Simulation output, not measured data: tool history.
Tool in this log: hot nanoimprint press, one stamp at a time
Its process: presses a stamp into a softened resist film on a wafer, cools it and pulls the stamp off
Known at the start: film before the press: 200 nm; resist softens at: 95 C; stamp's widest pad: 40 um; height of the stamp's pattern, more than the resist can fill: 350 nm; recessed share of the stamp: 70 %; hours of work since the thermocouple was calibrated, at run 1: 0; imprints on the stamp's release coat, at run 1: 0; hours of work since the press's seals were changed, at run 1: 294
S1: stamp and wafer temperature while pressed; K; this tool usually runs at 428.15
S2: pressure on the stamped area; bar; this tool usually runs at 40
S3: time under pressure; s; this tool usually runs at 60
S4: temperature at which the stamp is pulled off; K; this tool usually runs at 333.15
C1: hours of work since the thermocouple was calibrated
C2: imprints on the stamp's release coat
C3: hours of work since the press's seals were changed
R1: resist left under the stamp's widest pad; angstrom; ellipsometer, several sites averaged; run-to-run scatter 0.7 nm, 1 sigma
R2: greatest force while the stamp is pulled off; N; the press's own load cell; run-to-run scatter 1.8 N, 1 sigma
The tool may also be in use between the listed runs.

| run | hour | S1 | S2 | S3 | S4 | C1 | C2 | C3 | R1 | R2 |
|---|---|---|---|---|---|---|---|---|---|---|
| 1 | 0 | 428.15 | 40 | 60 | 333.15 | 0 | 0 | 294 | 829 | 114 |
| 2 | 39.9 | 428.15 | 40 | 60 | 333.15 | 24 | 72 | 318 | 813 | 117 |
| 3 | 59.9 | 428.15 | 40 | 60 | 333.15 | 35 | 108 | 330 | 841 | 114 |
| 4 | 83.2 | 428.15 | 40 | 60 | 333.15 | 49 | 150 | 343 | 845 | 114 |
| 5 | 112.3 | 428.15 | 40 | 60 | 333.15 | 66 | 203 | 360 | 847 | 116 |
| 6 | 141.5 | 428.15 | 40 | 60 | 333.15 | 83 | 255 | 378 | 854 | 116 |
| 7 | 162 | 428.15 | 40 | 60 | 333.15 | 96 | 292 | 390 | 865 | 121 |
| 8 | 183.5 | 428.15 | 40 | 60 | 333.15 | 108 | 331 | 402 | 849 | 117 |
| 9 | 209.8 | 428.15 | 40 | 60 | 333.15 | 124 | 378 | 418 | 859 | 122 |
| 10 | 253.2 | 428.15 | 40 | 60 | 333.15 | 149 | 457 | 444 | 867 | 121 |
| 11 | 296.3 | 428.15 | 40 | 60 | 333.15 | 175 | 535 | 469 | 868 | 120 |
| 12 | 328.2 | 428.15 | 40 | 60 | 333.15 | 194 | 592 | 488 | 869 | 123 |
| 13 | 356.7 | 428.15 | 40 | 60 | 333.15 | 210 | 644 | 505 | 885 | 126 |
| 14 | 377.2 | 428.15 | 40 | 60 | 333.15 | 223 | 681 | 517 | 885 | 125 |
| 15 | 404.7 | 428.15 | 40 | 60 | 333.15 | 239 | 730 | 533 | 895 | 124 |
| 16 | 434.3 | 428.15 | 26.1 | 59 | 333.15 | 256 | 783 | 550 | 1064 | 127 |
| 17 | 464.1 | 432.15 | 40 | 104 | 333.15 | 274 | 837 | 568 | 534 | 128 |
| 18 | 498.3 | 419.15 | 32.5 | 117 | 333.15 | 294 | 899 | 588 | 1316 | 126 |
| 19 | 540.8 | 428.15 | 40 | 87 | 333.15 | 319 | 976 | 613 | 769 | 128 |
| 20 | 579.6 | 428.15 | 49.3 | 60 | 330.15 | 342 | 1046 | 636 | 827 | 141 |
| 21 | 620.7 | 436.15 | 40 | 83 | 334.15 | 366 | 1120 | 660 | 460 | 131 |
|  | 642.5 | stamp cleaned and given a new release coat |
| 22 | 648.7 | 436.15 | 40 | 83 | 334.15 | 379 | 11 | 673 | 466 | 115 |
| 23 | 675.3 | 436.15 | 40 | 83 | 334.15 | 395 | 60 | 689 | 463 | 117 |
| 24 | 709.9 | 436.15 | 58.7 | 89 | 323.15 | 415 | 122 | 709 | 377 | 143 |
| 25 | 744.8 | 436.15 | 58.7 | 38 | 320.15 | 436 | 185 | 730 | 558 | 157 |
| 26 | 779.7 | 436.15 | 58.7 | 38 | 320.15 | 456 | 248 | 751 | 557 | 157 |
| 27 | 822.3 | 436.15 | 59.6 | 38 | 336.15 | 482 | 325 | 776 | 559 | 116 |
| 28 | 849.9 | 431.15 | 29.2 | 51 | 319.15 | 498 | 375 | 792 | 934 | 164 |
|  | 858.3 | plate thermocouple calibrated |
| 29 | 877.1 | 428.15 | 44.7 | 46 | 328.15 | 11 | 418 | 806 | 869 | 132 |

3 options for the next run, each taken on its own from the tool as it stands now. Forecast them:
| A | 909.4 | 424.15 | 40 | 120 | 333.15 | 30 | 477 | 825 | ? | ? |
| B | 909.4 | 428.15 | 25.2 | 46 | 336.15 | 30 | 477 | 825 | ? | ? |
| C | 909.4 | 424.15 | 64 | 60 | 325.15 | 30 | 477 | 825 | ? | ? |

| run | R1 | R2 |
|---|---|---|
| A | 850 | 120 |
| B | 1109 | 110 |
| C | 908 | 145 |
Without the tool's hidden state the same runs would have given:
| run | R1 | R2 |
|---|---|---|
| A | 816 | 113 |
| B | 1081 | 103 |
| C | 858 | 136 |
